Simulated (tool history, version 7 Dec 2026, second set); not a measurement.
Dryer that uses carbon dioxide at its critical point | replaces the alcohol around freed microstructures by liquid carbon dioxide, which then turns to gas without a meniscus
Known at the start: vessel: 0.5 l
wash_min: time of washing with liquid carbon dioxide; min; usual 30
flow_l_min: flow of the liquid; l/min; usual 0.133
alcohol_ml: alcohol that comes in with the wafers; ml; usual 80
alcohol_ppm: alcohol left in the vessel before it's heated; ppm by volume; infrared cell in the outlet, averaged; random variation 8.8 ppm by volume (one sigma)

| run | hour | wash_min | flow_l_min | alcohol_ml | alcohol_ppm |
|---|---|---|---|---|---|
| 1 | 0.0 | 30 | 0.133 | 80 | 688 |
| 2 | 20.1 | 30 | 0.133 | 69 | 595 |
| 3 | 40.0 | 30 | 0.133 | 69 | 609 |
| 4 | 77.3 | 30 | 0.133 | 69 | 619 |
| 5 | 95.3 | 30 | 0.133 | 69 | 634 |
| 6 | 119.8 | 30 | 0.133 | 69 | 636 |
| 7 | 156.7 | 30 | 0.133 | 80 | 724 |
| 8 | 194.6 | 30 | 0.133 | 61 | 616 |
| 9 | 220.7 | 30 | 0.133 | 80 | 768 |
| 10 | 256.0 | 30 | 0.133 | 80 | 809 |
| 11 | 291.0 | 28 | 0.133 | 80 | 1135 |
| 12 | 323.4 | 33 | 0.133 | 80 | 519 |
| 13 | 349.4 | 33 | 0.133 | 80 | 512 |
| 14 | 376.2 | 33 | 0.133 | 80 | 555 |
| 15 | 403.1 | 30 | 0.110 | 24 | 701 |
| 16 | 424.7 | 30 | 0.172 | 36 | 136 |
| 17 | 456.9 | 28 | 0.172 | 77 | 319 |
| 18 | 491.6 | 26 | 0.112 | 98 | 4605 |
| 19 | 523.6 | 32 | 0.137 | 59 | 472 |
| 20 | 542.7 | 30 | 0.168 | 73 | 274 |
| 21 | 583.4 | 30 | 0.082 | 42 | 3885 |
| 22 | 615.2 | 27 | 0.127 | 80 | 2030 |
| 23 | 656.4 | 27 | 0.127 | 80 | 2095 |
| 24 | 691.3 | 27 | 0.127 | 80 | 2088 |
| 25 | 723.4 | 27 | 0.127 | 80 | 2139 |
| 26 | 763.8 | 23 | 0.202 | 52 | 331 |
| 27 | 786.4 | 42 | 0.133 | 97 | 250 |
| 28 | 815.8 | 30 | 0.133 | 23 | 393 |

Forecast each of these 5 alternatives for the next run:
| A | 848.5 | 30 | 0.133 | 46 | ? |
| B | 848.5 | 38 | 0.133 | 80 | ? |
| C | 848.5 | 30 | 0.133 | 24 | ? |
| D | 848.5 | 29 | 0.133 | 80 | ? |
| E | 848.5 | 23 | 0.198 | 30 | ? |

| run | alcohol_ppm |
|---|---|
| A | 683 |
| B | 379 |
| C | 397 |
| D | 1302 |
| E | 254 |
Without the tool's hidden state the same runs would have given:
| run | alcohol_ppm |
|---|---|
| A | 271 |
| B | 111 |
| C | 137 |
| D | 562 |
| E | 61 |

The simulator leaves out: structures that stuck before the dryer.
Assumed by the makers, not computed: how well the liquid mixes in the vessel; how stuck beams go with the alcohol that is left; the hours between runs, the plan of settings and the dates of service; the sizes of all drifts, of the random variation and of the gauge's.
